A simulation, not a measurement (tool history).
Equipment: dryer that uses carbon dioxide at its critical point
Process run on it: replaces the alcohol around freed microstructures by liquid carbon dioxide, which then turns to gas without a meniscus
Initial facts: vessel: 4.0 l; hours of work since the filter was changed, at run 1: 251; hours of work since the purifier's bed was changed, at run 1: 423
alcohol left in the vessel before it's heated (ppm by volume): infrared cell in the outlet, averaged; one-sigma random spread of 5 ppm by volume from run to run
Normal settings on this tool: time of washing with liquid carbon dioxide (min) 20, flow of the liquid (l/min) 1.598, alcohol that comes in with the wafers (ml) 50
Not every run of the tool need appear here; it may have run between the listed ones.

run	day	time of washing with liquid carbon dioxide (min)	flow of the liquid (l/min)	alcohol that comes in with the wafers (ml)	hours of work since the filter was changed	hours of work since the purifier's bed was changed	alcohol left in the vessel before it's heated (ppm by volume)
1	0.000	20	1.598	50	251	423	90
2	0.883	20	1.598	50	261	434	86
3	1.329	20	1.598	50	266	439	85
# day 1.892: inlet filter changed
4	2.262	20	1.598	50	4	449	60
5	2.679	20	1.598	50	9	454	46
6	3.158	20	1.598	50	15	460	60

What will run 7 give?
7	4.133	20	1.670	84	26	471	?

{"run 7": {"alcohol left in the vessel before it's heated (ppm by volume)": 50}}
Take away the tool's hidden state, keep the run-to-run variation as it was, and the same run would have given alcohol left in the vessel before it's heated (ppm by volume) 9.
